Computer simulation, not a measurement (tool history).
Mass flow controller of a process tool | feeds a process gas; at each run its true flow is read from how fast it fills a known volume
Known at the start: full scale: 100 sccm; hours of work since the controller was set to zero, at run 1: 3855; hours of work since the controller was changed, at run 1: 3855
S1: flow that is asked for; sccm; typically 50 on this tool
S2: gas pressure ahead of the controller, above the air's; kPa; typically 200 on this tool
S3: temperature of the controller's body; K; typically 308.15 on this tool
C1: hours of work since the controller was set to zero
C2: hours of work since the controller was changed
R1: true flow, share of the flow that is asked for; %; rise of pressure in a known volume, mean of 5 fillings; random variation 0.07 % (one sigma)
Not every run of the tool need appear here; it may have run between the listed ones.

Run 1, hour 0.0: usual settings; C1 3855; C2 3855. Result: R1 98.42 %.
Run 2, hour 192.8: usual settings; C1 3957; C2 3957. Result: R1 98.68 %.
Run 3, hour 406.8: usual settings but S1 82 sccm; C1 4069; C2 4069. Result: R1 98.50 %.
Run 4, hour 696.0: usual settings; C1 4221; C2 4221. Result: R1 98.71 %.
Run 5, hour 928.1: usual settings; C1 4344; C2 4344. Result: R1 98.62 %.
Run 6, hour 1362.6: usual settings; C1 4572; C2 4572. Result: R1 98.52 %.
Run 7, hour 1717.8: usual settings; C1 4759; C2 4759. Result: R1 98.61 %.
Run 8, hour 2139.5: usual settings; C1 4981; C2 4981. Result: R1 98.68 %.
Run 9, hour 2317.3: usual settings; C1 5074; C2 5074. Result: R1 98.59 %.
Run 10, hour 2597.5: usual settings; C1 5222; C2 5222. Result: R1 98.62 %.
Run 11, hour 2820.8: usual settings; C1 5339; C2 5339. Result: R1 98.63 %.
Run 12, hour 3218.0: usual settings; C1 5548; C2 5548. Result: R1 98.60 %.
Run 13, hour 3409.5: usual settings; C1 5649; C2 5649. Result: R1 98.60 %.
Run 14, hour 3603.2: usual settings but S3 297.15 K; C1 5751; C2 5751. Result: R1 99.18 %.
At hour 3668.5: controller's zero set anew.
Run 15, hour 3870.1: usual settings but S3 297.15 K; C1 106; C2 5891. Result: R1 96.41 %.
Run 16, hour 4278.3: usual settings but S3 297.15 K; C1 321; C2 6106. Result: R1 96.44 %.
Run 17, hour 4616.9: usual settings but S3 310.15 K; C1 499; C2 6284. Result: R1 95.75 %.
Run 18, hour 4973.2: usual settings but S3 310.15 K; C1 686; C2 6471. Result: R1 95.83 %.
Run 19, hour 5165.5: usual settings but S1 32 sccm; C1 787; C2 6572. Result: R1 95.72 %.
Run 20, hour 5421.5: usual settings but S1 20 sccm; C1 922; C2 6707. Result: R1 95.94 %.
Run 21, hour 5630.6: usual settings but S1 20 sccm; C1 1032; C2 6817. Result: R1 96.16 %.
Run 22, hour 6028.0: usual settings but S1 20 sccm; C1 1241; C2 7026. Result: R1 96.35 %.
Run 23, hour 6373.5: usual settings but S1 20 sccm; C1 1423; C2 7208. Result: R1 96.35 %.
Run 24, hour 6736.2: usual settings; C1 1614; C2 7399. Result: R1 95.77 %.
Run 25, hour 6942.5: usual settings but S1 17 sccm, S2 179 kPa; C1 1722; C2 7507. Result: R1 97.02 %.
Run 26, hour 7173.1: usual settings but S1 17 sccm, S2 179 kPa; C1 1844; C2 7629. Result: R1 97.16 %.
Run 27, hour 7399.0: usual settings but S1 91 sccm, S2 175 kPa, S3 309.15 K; C1 1962; C2 7747. Result: R1 96.32 %.
Run 28, hour 7608.7: usual settings but S1 91 sccm, S2 175 kPa, S3 309.15 K; C1 2073; C2 7858. Result: R1 96.46 %.
Run 29, hour 7901.7: usual settings but S1 91 sccm, S2 175 kPa, S3 309.15 K; C1 2227; C2 8012. Result: R1 96.28 %.
Run 30, hour 8142.4: usual settings but S3 297.15 K; C1 2354; C2 8138. Result: R1 96.19 %.
Run 31, hour 8409.6: usual settings but S2 163 kPa; C1 2494; C2 8279. Result: R1 96.15 %.
Run 32, hour 8778.8: usual settings but S2 270 kPa; C1 2688; C2 8473. Result: R1 95.30 %.
Run 33, hour 9217.1: usual settings but S1 49 sccm, S3 302.15 K; C1 2919; C2 8704. Result: R1 96.16 %.
Run 34, hour 9448.8: usual settings but S1 49 sccm, S3 302.15 K; C1 3041; C2 8826. Result: R1 96.19 %.
Run 35, hour 9838.3: usual settings but S1 49 sccm, S3 302.15 K; C1 3246; C2 9031. Result: R1 96.12 %.
Run 36, hour 10273.4: usual settings but S1 40 sccm, S2 274 kPa, S3 298.15 K; C1 3475; C2 9259. Result: R1 96.14 %.
At hour 10577.4: controller exchanged for a calibrated one.
Run 37, hour 10593.4: usual settings but S1 40 sccm, S2 274 kPa, S3 294.15 K; C1 8; C2 8. Result: R1 98.86 %.
Run 38, hour 11005.6: usual settings but S1 85 sccm, S2 271 kPa, S3 307.15 K; C1 225; C2 225. Result: R1 98.86 %.
Run 39, hour 11403.2: usual settings but S1 85 sccm, S2 271 kPa, S3 307.15 K; C1 434; C2 434. Result: R1 98.95 %.
Run 40, hour 11676.5: usual settings but S2 208 kPa, S3 294.15 K; C1 578; C2 578. Result: R1 99.38 %.
Run 41, hour 11910.4: usual settings but S1 19 sccm, S2 213 kPa, S3 309.15 K; C1 701; C2 701. Result: R1 98.72 %.
Run 42, hour 12125.7: usual settings but S1 27 sccm, S2 276 kPa, S3 294.15 K; C1 814; C2 814. Result: R1 98.81 %.
Run 43, hour 12373.7: usual settings but S1 39 sccm, S2 150 kPa, S3 305.15 K; C1 945; C2 945. Result: R1 99.19 %.
Run 44, hour 12582.0: usual settings but S1 39 sccm, S2 150 kPa, S3 305.15 K; C1 1055; C2 1055. Result: R1 99.32 %.
Run 45, hour 12866.6: usual settings but S2 195 kPa; C1 1204; C2 1204. Result: R1 98.80 %.
Run 46, hour 13201.4: usual settings but S2 195 kPa; C1 1380; C2 1380. Result: R1 98.85 %.
Run 47, hour 13527.0: usual settings but S1 28 sccm, S3 296.15 K; C1 1552; C2 1552. Result: R1 99.59 %.

Across each entry between runs, compare the hidden state at the last listed run before it with the hidden state at the first listed run after it:
From run 14 to run 15: controller's zero set anew (hour 3668.5)
  flow at rest that the sensor doesn't see, % of full scale: 1.409 -> 0.049; true flow over the shown one, %: -2.74 -> -2.8
  measured less the result without the state, R1: +0.07 -> -2.70 %
From run 36 to run 37: controller exchanged for a calibrated one (hour 10577.4)
  flow at rest that the sensor doesn't see, % of full scale: 0.869 -> 0.046; true flow over the shown one, %: -4.39 -> 0.12
  measured less the result without the state, R1: -2.22 -> +0.24 %

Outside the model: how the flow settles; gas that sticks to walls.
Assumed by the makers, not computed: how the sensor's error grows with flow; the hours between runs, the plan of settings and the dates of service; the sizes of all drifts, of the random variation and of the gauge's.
